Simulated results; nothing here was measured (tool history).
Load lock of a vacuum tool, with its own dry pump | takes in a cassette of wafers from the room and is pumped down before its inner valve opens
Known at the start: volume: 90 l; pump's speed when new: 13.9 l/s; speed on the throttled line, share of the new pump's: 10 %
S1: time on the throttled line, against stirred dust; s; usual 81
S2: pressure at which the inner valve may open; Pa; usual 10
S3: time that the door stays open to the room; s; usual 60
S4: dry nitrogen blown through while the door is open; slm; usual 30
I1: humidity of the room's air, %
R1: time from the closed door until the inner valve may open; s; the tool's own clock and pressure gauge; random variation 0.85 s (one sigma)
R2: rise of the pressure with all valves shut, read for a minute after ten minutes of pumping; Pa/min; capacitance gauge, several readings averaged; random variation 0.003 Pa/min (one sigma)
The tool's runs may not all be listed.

Run 1, day 0.000: usual settings; I1 45.1. Result: R1 134.1 s, R2 0.108 Pa/min.
Run 2, day 2.425: usual settings but S2 17 Pa; I1 44.1. Result: R1 130.7 s, R2 0.099 Pa/min.
Run 3, day 5.321: usual settings but S2 17 Pa, S3 204 s; I1 48.4. Result: R1 129.9 s, R2 0.141 Pa/min.
Run 4, day 8.000: usual settings but S2 17 Pa, S3 204 s; I1 43.4. Result: R1 130.0 s, R2 0.131 Pa/min.
Run 5, day 11.012: usual settings but S1 159 s; I1 46.9. Result: R1 203.3 s, R2 0.114 Pa/min.
Run 6, day 13.625: usual settings but S1 159 s; I1 45.6. Result: R1 206.2 s, R2 0.115 Pa/min.
Run 7, day 16.229: usual settings but S4 15 slm; I1 43.3. Result: R1 134.6 s, R2 0.129 Pa/min.
Run 8, day 18.783: usual settings but S2 18 Pa; I1 43.0. Result: R1 130.0 s, R2 0.114 Pa/min.
Run 9, day 22.275: usual settings but S2 18 Pa; I1 47.2. Result: R1 129.8 s, R2 0.118 Pa/min.
Run 10, day 25.717: usual settings but S2 18 Pa; I1 41.4. Result: R1 130.1 s, R2 0.113 Pa/min.
Run 11, day 27.533: usual settings but S2 18 Pa; I1 44.0. Result: R1 128.9 s, R2 0.119 Pa/min.
Run 12, day 30.700: usual settings but S2 18 Pa; I1 44.8. Result: R1 130.6 s, R2 0.124 Pa/min.
Run 13, day 32.283: usual settings but S2 7 Pa, S3 74 s; I1 41.0. Result: R1 136.7 s, R2 0.118 Pa/min.
Run 14, day 34.025: usual settings but S2 15 Pa, S3 74 s, S4 8 slm; I1 41.7. Result: R1 131.1 s, R2 0.144 Pa/min.
Run 15, day 35.562: usual settings but S2 15 Pa, S3 74 s, S4 8 slm; I1 47.0. Result: R1 131.2 s, R2 0.154 Pa/min.
Run 16, day 37.862: usual settings but S1 72 s, S2 9 Pa, S3 133 s; I1 44.5. Result: R1 126.5 s, R2 0.147 Pa/min.
Run 17, day 40.367: usual settings but S3 39 s; I1 45.3. Result: R1 135.7 s, R2 0.120 Pa/min.
Run 18, day 44.021: usual settings but S3 39 s; I1 44.9. Result: R1 132.8 s, R2 0.120 Pa/min.
Run 19, day 47.683: usual settings but S1 63 s; I1 46.6. Result: R1 118.6 s, R2 0.129 Pa/min.
Run 20, day 50.708: usual settings but S1 77 s, S3 107 s; I1 44.0. Result: R1 130.6 s, R2 0.150 Pa/min.
Run 21, day 53.467: usual settings but S3 31 s, S4 5 slm; I1 45.0. Result: R1 135.6 s, R2 0.139 Pa/min.
Run 22, day 57.154: usual settings but S1 151 s, S4 5 slm; I1 45.0. Result: R1 197.5 s, R2 0.163 Pa/min.

Forecast each of these 5 alternatives for the next run:
Run A, day 59.217: usual settings but S1 151 s, S3 52 s, S4 6 slm; I1 46.6. Result: R1 ?, R2 ?.
Run B, day 59.217: usual settings but S1 151 s, S4 10 slm; I1 42.9. Result: R1 ?, R2 ?.
Run C, day 59.217: usual settings but S1 148 s, S3 185 s; I1 45.5. Result: R1 ?, R2 ?.
Run D, day 59.217: usual settings but S1 42 s, S2 16 Pa, S3 32 s; I1 47.6. Result: R1 ?, R2 ?.
Run E, day 59.217: usual settings but S1 75 s, S2 16 Pa, S3 54 s, S4 5 slm; I1 43.5. Result: R1 ?, R2 ?.

run     R1     R2
  A  200.3  0.160
  B  196.9  0.154
  C  197.3  0.165
  D   97.2  0.138
  E  125.7  0.158
Without the tool's hidden state the same runs would have given:
run     R1     R2
  A  199.1  0.057
  B  195.7  0.049
  C  196.1  0.060
  D   95.7  0.035
  E  124.4  0.053
